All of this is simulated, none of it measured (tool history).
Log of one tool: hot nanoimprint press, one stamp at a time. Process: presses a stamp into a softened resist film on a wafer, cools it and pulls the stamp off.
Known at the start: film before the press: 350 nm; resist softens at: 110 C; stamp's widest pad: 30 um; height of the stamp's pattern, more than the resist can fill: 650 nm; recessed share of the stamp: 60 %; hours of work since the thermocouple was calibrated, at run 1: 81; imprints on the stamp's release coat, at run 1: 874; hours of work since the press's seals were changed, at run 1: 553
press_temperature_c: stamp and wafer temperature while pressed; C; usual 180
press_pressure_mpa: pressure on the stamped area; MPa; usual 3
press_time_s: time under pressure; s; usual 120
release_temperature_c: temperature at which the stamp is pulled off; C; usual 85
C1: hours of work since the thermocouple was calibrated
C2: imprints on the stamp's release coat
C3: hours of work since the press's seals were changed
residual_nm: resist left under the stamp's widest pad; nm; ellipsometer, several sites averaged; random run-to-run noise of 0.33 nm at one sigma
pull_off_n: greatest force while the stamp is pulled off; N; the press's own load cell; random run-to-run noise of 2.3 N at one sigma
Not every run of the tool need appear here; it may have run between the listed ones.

Run 1, hour 0: usual settings; C1 81; C2 874; C3 553. Result: residual_nm 179.9 nm, pull_off_n 103 N.
Run 2, hour 28.5: usual settings but press_pressure_mpa 2.59 MPa; C1 93; C2 934; C3 564. Result: residual_nm 194.4 nm, pull_off_n 104 N.
At hour 64.4: stamp cleaned and given a new release coat.
Run 3, hour 78.2: usual settings but press_pressure_mpa 2.59 MPa; C1 111; C2 29; C3 582. Result: residual_nm 193.7 nm, pull_off_n 101 N.
Run 4, hour 129.3: usual settings but press_pressure_mpa 2.59 MPa; C1 131; C2 136; C3 603. Result: residual_nm 194.2 nm, pull_off_n 103 N.
Run 5, hour 167.1: usual settings but press_temperature_c 176 C; C1 147; C2 215; C3 619. Result: residual_nm 205.7 nm, pull_off_n 103 N.
Run 6, hour 192.1: usual settings; C1 157; C2 267; C3 629. Result: residual_nm 180.4 nm, pull_off_n 96 N.
Run 7, hour 231.1: usual settings but release_temperature_c 71 C; C1 173; C2 349; C3 645. Result: residual_nm 179.8 nm, pull_off_n 136 N.
At hour 273.6: press's hydraulic seals changed and the load cell set to zero.
Run 8, hour 284.6: usual settings but release_temperature_c 71 C; C1 192; C2 444; C3 4. Result: residual_nm 180.1 nm, pull_off_n 135 N.
Run 9, hour 316.2: usual settings but press_pressure_mpa 3.69 MPa, release_temperature_c 71 C; C1 205; C2 510; C3 17. Result: residual_nm 160.3 nm, pull_off_n 139 N.
Run 10, hour 370: usual settings but press_pressure_mpa 3.69 MPa, release_temperature_c 71 C; C1 227; C2 622; C3 39. Result: residual_nm 161 nm, pull_off_n 136 N.
Run 11, hour 418.2: usual settings; C1 246; C2 723; C3 59. Result: residual_nm 179.4 nm, pull_off_n 103 N.
Run 12, hour 472.5: usual settings; C1 268; C2 836; C3 81. Result: residual_nm 179.8 nm, pull_off_n 105 N.
Run 13, hour 522.5: usual settings; C1 289; C2 941; C3 102. Result: residual_nm 179.9 nm, pull_off_n 104 N.
At hour 554.8: stamp cleaned and given a new release coat.
Run 14, hour 578.7: usual settings; C1 309; C2 50; C3 122. Result: residual_nm 179.8 nm, pull_off_n 107 N.
Run 15, hour 603.5: usual settings; C1 320; C2 102; C3 132. Result: residual_nm 180.2 nm, pull_off_n 101 N.
Run 16, hour 652.5: usual settings but press_temperature_c 178 C, release_temperature_c 81 C; C1 339; C2 204; C3 152. Result: residual_nm 192.4 nm, pull_off_n 112 N.
Run 17, hour 700.2: usual settings but press_temperature_c 169 C, press_pressure_mpa 2.4 MPa, press_time_s 180 s; C1 359; C2 304; C3 172. Result: residual_nm 253.6 nm, pull_off_n 98 N.
Run 18, hour 753.9: usual settings but press_temperature_c 169 C, press_pressure_mpa 4.38 MPa, press_time_s 112 s; C1 381; C2 416; C3 194. Result: residual_nm 222.6 nm, pull_off_n 98 N.
Run 19, hour 804.9: usual settings but press_temperature_c 170 C, press_pressure_mpa 2.89 MPa, release_temperature_c 73 C; C1 402; C2 523; C3 215. Result: residual_nm 251.7 nm, pull_off_n 131 N.
Run 20, hour 834: usual settings but press_temperature_c 170 C, press_pressure_mpa 2.89 MPa, release_temperature_c 73 C; C1 414; C2 584; C3 227. Result: residual_nm 251.9 nm, pull_off_n 134 N.
Run 21, hour 889.6: usual settings but press_temperature_c 170 C, press_pressure_mpa 2.89 MPa, release_temperature_c 73 C; C1 436; C2 700; C3 249. Result: residual_nm 252 nm, pull_off_n 133 N.
Run 22, hour 942.6: usual settings but press_temperature_c 170 C, press_pressure_mpa 2.89 MPa, release_temperature_c 84 C; C1 458; C2 811; C3 271. Result: residual_nm 251.3 nm, pull_off_n 105 N.
Run 23, hour 982.3: usual settings but press_temperature_c 170 C, press_pressure_mpa 2.89 MPa, release_temperature_c 84 C; C1 474; C2 894; C3 287. Result: residual_nm 251.8 nm, pull_off_n 106 N.
At hour 1038: stamp cleaned and given a new release coat.
Run 24, hour 1038: usual settings but press_temperature_c 170 C, press_pressure_mpa 2.89 MPa, release_temperature_c 84 C; C1 495; C2 0; C3 307. Result: residual_nm 251.8 nm, pull_off_n 106 N.
Run 25, hour 1073.6: usual settings but press_temperature_c 170 C, press_pressure_mpa 2.89 MPa, press_time_s 104 s, release_temperature_c 84 C; C1 509; C2 74; C3 322. Result: residual_nm 259.6 nm, pull_off_n 105 N.
Run 26, hour 1098.1: usual settings but press_temperature_c 170 C, press_pressure_mpa 2.3 MPa, press_time_s 220 s, release_temperature_c 84 C; C1 519; C2 125; C3 332. Result: residual_nm 240.1 nm, pull_off_n 108 N.
Run 27, hour 1132.9: usual settings but press_temperature_c 170 C, press_pressure_mpa 2.3 MPa, press_time_s 220 s, release_temperature_c 84 C; C1 533; C2 198; C3 346. Result: residual_nm 240.5 nm, pull_off_n 103 N.
Run 28, hour 1164.5: usual settings but press_temperature_c 187 C, press_pressure_mpa 4.61 MPa, press_time_s 103 s, release_temperature_c 80 C; C1 546; C2 264; C3 359. Result: residual_nm 115.8 nm, pull_off_n 112 N.
At hour 1181.8: plate thermocouple calibrated.
Run 29, hour 1222.1: usual settings but press_temperature_c 172 C, press_pressure_mpa 1.85 MPa; C1 16; C2 378; C3 381. Result: residual_nm 278.5 nm, pull_off_n 98 N.

Here are 4 independent what-if runs from the current tool condition. What would each one return?
Run A, hour 1250.3: usual settings but press_temperature_c 172 C, press_pressure_mpa 4.6 MPa, press_time_s 160 s; C1 28; C2 437; C3 393. Result: residual_nm ?, pull_off_n ?.
Run B, hour 1250.3: usual settings but press_temperature_c 172 C, press_pressure_mpa 1.8 MPa, press_time_s 219 s, release_temperature_c 83 C; C1 28; C2 437; C3 393. Result: residual_nm ?, pull_off_n ?.
Run C, hour 1250.3: usual settings but press_temperature_c 184 C, press_pressure_mpa 2.04 MPa; C1 28; C2 437; C3 393. Result: residual_nm ?, pull_off_n ?.
Run D, hour 1250.3: usual settings but press_pressure_mpa 2.3 MPa; C1 28; C2 437; C3 393. Result: residual_nm ?, pull_off_n ?.

run  residual_nm  pull_off_n
  A        175.4         105
  B        250.1         106
  C        192.9         100
  D        205.6         105
Without the tool's hidden state the same runs would have given:
run  residual_nm  pull_off_n
  A        175.4         104
  B        250.1         105
  C        192.9         100
  D        205.6         105

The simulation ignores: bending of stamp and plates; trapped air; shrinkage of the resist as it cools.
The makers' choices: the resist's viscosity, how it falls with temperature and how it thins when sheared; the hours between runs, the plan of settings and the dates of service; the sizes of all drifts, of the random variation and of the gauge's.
